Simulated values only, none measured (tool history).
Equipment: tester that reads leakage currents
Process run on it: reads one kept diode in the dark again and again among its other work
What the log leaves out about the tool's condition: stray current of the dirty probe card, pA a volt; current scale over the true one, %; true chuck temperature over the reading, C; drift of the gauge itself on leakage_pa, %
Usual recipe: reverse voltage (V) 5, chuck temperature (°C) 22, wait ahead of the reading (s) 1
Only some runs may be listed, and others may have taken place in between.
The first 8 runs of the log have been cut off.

run    hour  reverse voltage (V)  chuck temperature (°C)  wait ahead of the reading (s)  hours of work since the probe card was cleaned  hours of work since the tester was calibrated  hours of work since the chuck was calibrated  current that the tester gives (pA)
  9   722.6                    5                      22                           3.03                                             929                                           2038                                           335                               124.6
 10   870.8                    5                      22                           3.03                                            1007                                           2115                                           412                              126.09
 11  1018.3                 5.75                      22                              1                                            1084                                           2192                                           490                               138.1
 12  1128.5                 5.75                      22                              1                                            1142                                           2250                                           547                              139.74
 13  1224.2                 5.75                      22                              1                                            1192                                           2300                                           597                              140.83
 14  1341.2                    5                      22                              1                                            1253                                           2361                                           658                              129.68
 15  1408.7                    5                      48                              1                                            1288                                           2396                                           694                              998.72
 16  1488.1                    5                      48                           0.76                                            1330                                           2438                                           735                             1001.61
 17  1627.5                    3                      48                           0.35                                            1403                                           2511                                           808                              741.37

Estimate the outcome of run 18 from the log above:
 18  1694.3                    3                      48                           0.35                                            1438                                           2546                                           843                                   ?

current that the tester gives (pA): 744.42
The same run, on a tool lacking any hidden state, would have yielded current that the tester gives (pA) 689.28.

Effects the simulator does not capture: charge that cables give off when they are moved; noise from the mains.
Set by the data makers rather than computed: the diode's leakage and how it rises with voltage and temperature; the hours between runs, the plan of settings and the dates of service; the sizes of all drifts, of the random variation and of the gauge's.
